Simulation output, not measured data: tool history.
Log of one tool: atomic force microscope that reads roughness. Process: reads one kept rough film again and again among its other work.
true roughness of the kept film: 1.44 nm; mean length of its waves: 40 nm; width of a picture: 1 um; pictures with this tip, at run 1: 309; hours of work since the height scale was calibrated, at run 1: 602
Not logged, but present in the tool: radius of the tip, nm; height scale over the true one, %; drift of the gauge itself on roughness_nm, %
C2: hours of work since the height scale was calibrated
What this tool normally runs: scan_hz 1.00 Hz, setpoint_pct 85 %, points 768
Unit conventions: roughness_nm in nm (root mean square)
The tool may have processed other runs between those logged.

run 1 hour=0.0 | scan_hz=1.00 setpoint_pct=85 points=768 | pictures_with_this_tip=309 C2=602 | roughness_nm=1.206
-- hour=12.5 new tip fitted
run 2 hour=24.9 | scan_hz=1.00 setpoint_pct=85 points=768 | pictures_with_this_tip=9 C2=612 | roughness_nm=1.247
run 3 hour=44.4 | scan_hz=1.00 setpoint_pct=85 points=768 | pictures_with_this_tip=25 C2=620 | roughness_nm=1.249
run 4 hour=79.6 | scan_hz=1.00 setpoint_pct=85 points=673 | pictures_with_this_tip=53 C2=635 | roughness_nm=1.243
run 5 hour=117.9 | scan_hz=1.00 setpoint_pct=85 points=673 | pictures_with_this_tip=84 C2=651 | roughness_nm=1.245
run 6 hour=160.0 | scan_hz=1.00 setpoint_pct=85 points=768 | pictures_with_this_tip=117 C2=669 | roughness_nm=1.235
run 7 hour=183.4 | scan_hz=1.00 setpoint_pct=85 points=768 | pictures_with_this_tip=136 C2=679 | roughness_nm=1.243
run 8 hour=217.6 | scan_hz=1.00 setpoint_pct=85 points=768 | pictures_with_this_tip=163 C2=693 | roughness_nm=1.227
-- hour=222.0 height scale calibrated on a step standard
run 9 hour=246.7 | scan_hz=1.00 setpoint_pct=85 points=768 | pictures_with_this_tip=186 C2=10 | roughness_nm=1.230
run 10 hour=277.1 | scan_hz=1.00 setpoint_pct=79 points=768 | pictures_with_this_tip=210 C2=23 | roughness_nm=1.269
run 11 hour=315.0 | scan_hz=0.80 setpoint_pct=71 points=687 | pictures_with_this_tip=240 C2=39 | roughness_nm=1.311
-- hour=346.9 height scale calibrated on a step standard, once more
run 12 hour=346.9 | scan_hz=0.74 setpoint_pct=55 points=687 | pictures_with_this_tip=265 C2=0 | roughness_nm=1.318
run 13 hour=378.4 | scan_hz=0.74 setpoint_pct=55 points=687 | pictures_with_this_tip=290 C2=13 | roughness_nm=1.298
run 14 hour=406.9 | scan_hz=0.74 setpoint_pct=64 points=1001 | pictures_with_this_tip=313 C2=25 | roughness_nm=1.288
-- hour=416.3 new tip fitted
run 15 hour=440.6 | scan_hz=0.74 setpoint_pct=64 points=1001 | pictures_with_this_tip=19 C2=39 | roughness_nm=1.348
run 16 hour=470.9 | scan_hz=0.74 setpoint_pct=64 points=1001 | pictures_with_this_tip=43 C2=52 | roughness_nm=1.340
run 17 hour=506.4 | scan_hz=0.66 setpoint_pct=69 points=258 | pictures_with_this_tip=72 C2=66 | roughness_nm=1.320

5 options for the next run, each taken on its own from the tool as it stands now. Forecast them:
run A hour=531.6 | scan_hz=0.91 setpoint_pct=71 points=405 | pictures_with_this_tip=92 C2=77 | roughness_nm=?
run B hour=531.6 | scan_hz=1.84 setpoint_pct=69 points=1007 | pictures_with_this_tip=92 C2=77 | roughness_nm=?
run C hour=531.6 | scan_hz=1.52 setpoint_pct=85 points=768 | pictures_with_this_tip=92 C2=77 | roughness_nm=?
run D hour=531.6 | scan_hz=0.52 setpoint_pct=88 points=258 | pictures_with_this_tip=92 C2=77 | roughness_nm=?
run E hour=531.6 | scan_hz=1.00 setpoint_pct=85 points=344 | pictures_with_this_tip=92 C2=77 | roughness_nm=?

run=A roughness_nm=1.300
run=B roughness_nm=1.255
run=C roughness_nm=1.158
run=D roughness_nm=1.277
run=E roughness_nm=1.223
Without the tool's unlogged condition, the same runs would have read:
run=A roughness_nm=1.317
run=B roughness_nm=1.271
run=C roughness_nm=1.173
run=D roughness_nm=1.294
run=E roughness_nm=1.238
